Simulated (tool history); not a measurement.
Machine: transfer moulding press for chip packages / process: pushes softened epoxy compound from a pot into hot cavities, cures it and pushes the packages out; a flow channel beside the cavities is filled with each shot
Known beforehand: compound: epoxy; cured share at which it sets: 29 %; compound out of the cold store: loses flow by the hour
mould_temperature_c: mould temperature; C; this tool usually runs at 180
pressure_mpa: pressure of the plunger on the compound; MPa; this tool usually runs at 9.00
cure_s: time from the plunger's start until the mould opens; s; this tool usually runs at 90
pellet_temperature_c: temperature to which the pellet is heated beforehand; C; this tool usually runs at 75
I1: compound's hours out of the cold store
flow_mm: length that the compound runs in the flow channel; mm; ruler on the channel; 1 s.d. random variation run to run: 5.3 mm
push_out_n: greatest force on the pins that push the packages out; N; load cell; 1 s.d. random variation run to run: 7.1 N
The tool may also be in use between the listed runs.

run 1 hour=0.0 | mould_temperature_c=180 pressure_mpa=9.00 cure_s=90 pellet_temperature_c=75 | I1=47.3 | flow_mm=475 push_out_n=350
-- hour=12.1 mould's thermocouples calibrated
run 2 hour=31.6 | mould_temperature_c=180 pressure_mpa=9.00 cure_s=90 pellet_temperature_c=75 | I1=31.8 | flow_mm=507 push_out_n=465
run 3 hour=66.8 | mould_temperature_c=180 pressure_mpa=9.00 cure_s=90 pellet_temperature_c=75 | I1=38.4 | flow_mm=496 push_out_n=535
-- hour=85.6 cavities cleaned with cleaning compound and waxed
run 4 hour=102.5 | mould_temperature_c=180 pressure_mpa=9.00 cure_s=90 pellet_temperature_c=75 | I1=27.7 | flow_mm=509 push_out_n=338
run 5 hour=135.3 | mould_temperature_c=180 pressure_mpa=9.00 cure_s=90 pellet_temperature_c=75 | I1=46.8 | flow_mm=460 push_out_n=453
run 6 hour=163.7 | mould_temperature_c=180 pressure_mpa=9.00 cure_s=90 pellet_temperature_c=75 | I1=26.3 | flow_mm=510 push_out_n=532
-- hour=189.6 cavities cleaned with cleaning compound and waxed
run 7 hour=198.8 | mould_temperature_c=180 pressure_mpa=9.00 cure_s=90 pellet_temperature_c=75 | I1=21.6 | flow_mm=525 push_out_n=333
run 8 hour=228.4 | mould_temperature_c=180 pressure_mpa=9.00 cure_s=90 pellet_temperature_c=75 | I1=26.6 | flow_mm=515 push_out_n=428
run 9 hour=253.0 | mould_temperature_c=180 pressure_mpa=9.00 cure_s=90 pellet_temperature_c=75 | I1=17.7 | flow_mm=534 push_out_n=489
run 10 hour=278.1 | mould_temperature_c=180 pressure_mpa=9.00 cure_s=90 pellet_temperature_c=70 | I1=22.6 | flow_mm=518 push_out_n=537
-- hour=293.2 cavities cleaned with cleaning compound and waxed
run 11 hour=307.0 | mould_temperature_c=180 pressure_mpa=9.00 cure_s=90 pellet_temperature_c=70 | I1=19.9 | flow_mm=516 push_out_n=359
run 12 hour=337.8 | mould_temperature_c=180 pressure_mpa=9.00 cure_s=128 pellet_temperature_c=75 | I1=8.2 | flow_mm=545 push_out_n=414
run 13 hour=357.4 | mould_temperature_c=180 pressure_mpa=9.00 cure_s=128 pellet_temperature_c=75 | I1=29.3 | flow_mm=492 push_out_n=454
run 14 hour=379.1 | mould_temperature_c=180 pressure_mpa=9.00 cure_s=128 pellet_temperature_c=75 | I1=31.9 | flow_mm=488 push_out_n=473
-- hour=396.1 cavities cleaned with cleaning compound and waxed
-- hour=401.3 plunger's sealing rings changed
run 15 hour=402.2 | mould_temperature_c=174 pressure_mpa=9.00 cure_s=90 pellet_temperature_c=75 | I1=21.9 | flow_mm=558 push_out_n=387
run 16 hour=436.2 | mould_temperature_c=180 pressure_mpa=9.00 cure_s=73 pellet_temperature_c=75 | I1=16.1 | flow_mm=558 push_out_n=593
run 17 hour=472.6 | mould_temperature_c=180 pressure_mpa=6.82 cure_s=73 pellet_temperature_c=84 | I1=24.8 | flow_mm=462 push_out_n=669
run 18 hour=489.9 | mould_temperature_c=187 pressure_mpa=9.77 cure_s=116 pellet_temperature_c=67 | I1=8.7 | flow_mm=579 push_out_n=492
-- hour=502.0 cavities cleaned with cleaning compound and waxed
run 19 hour=520.7 | mould_temperature_c=177 pressure_mpa=7.19 cure_s=100 pellet_temperature_c=82 | I1=25.0 | flow_mm=466 push_out_n=362
run 20 hour=552.9 | mould_temperature_c=180 pressure_mpa=8.90 cure_s=129 pellet_temperature_c=75 | I1=24.2 | flow_mm=518 push_out_n=434
run 21 hour=588.9 | mould_temperature_c=187 pressure_mpa=8.74 cure_s=91 pellet_temperature_c=76 | I1=25.2 | flow_mm=495 push_out_n=501
-- hour=605.2 cavities cleaned with cleaning compound and waxed
run 22 hour=619.2 | mould_temperature_c=180 pressure_mpa=9.00 cure_s=112 pellet_temperature_c=71 | I1=32.8 | flow_mm=494 push_out_n=307
run 23 hour=649.2 | mould_temperature_c=180 pressure_mpa=9.00 cure_s=112 pellet_temperature_c=71 | I1=25.9 | flow_mm=513 push_out_n=425
run 24 hour=677.8 | mould_temperature_c=180 pressure_mpa=9.00 cure_s=112 pellet_temperature_c=71 | I1=11.6 | flow_mm=538 push_out_n=457
run 25 hour=700.1 | mould_temperature_c=177 pressure_mpa=8.95 cure_s=90 pellet_temperature_c=78 | I1=11.6 | flow_mm=544 push_out_n=600
-- hour=707.0 cavities cleaned with cleaning compound and waxed
-- hour=734.2 mould's thermocouples calibrated
run 26 hour=739.8 | mould_temperature_c=180 pressure_mpa=9.00 cure_s=90 pellet_temperature_c=78 | I1=37.7 | flow_mm=481 push_out_n=419
run 27 hour=761.1 | mould_temperature_c=176 pressure_mpa=9.36 cure_s=90 pellet_temperature_c=69 | I1=29.4 | flow_mm=516 push_out_n=566

Forecast each of these 3 alternatives for the next run:
run A hour=785.9 | mould_temperature_c=181 pressure_mpa=9.99 cure_s=90 pellet_temperature_c=77 | I1=32.5 | flow_mm=? push_out_n=?
run B hour=785.9 | mould_temperature_c=176 pressure_mpa=8.35 cure_s=90 pellet_temperature_c=69 | I1=16.4 | flow_mm=? push_out_n=?
run C hour=785.9 | mould_temperature_c=180 pressure_mpa=7.21 cure_s=90 pellet_temperature_c=75 | I1=26.1 | flow_mm=? push_out_n=?

run=A flow_mm=507 push_out_n=519
run=B flow_mm=518 push_out_n=649
run=C flow_mm=452 push_out_n=539
The same runs, with their run-to-run variation unchanged, on a tool lacking any hidden condition would have given:
run=A flow_mm=543 push_out_n=289
run=B flow_mm=554 push_out_n=358
run=C flow_mm=484 push_out_n=299

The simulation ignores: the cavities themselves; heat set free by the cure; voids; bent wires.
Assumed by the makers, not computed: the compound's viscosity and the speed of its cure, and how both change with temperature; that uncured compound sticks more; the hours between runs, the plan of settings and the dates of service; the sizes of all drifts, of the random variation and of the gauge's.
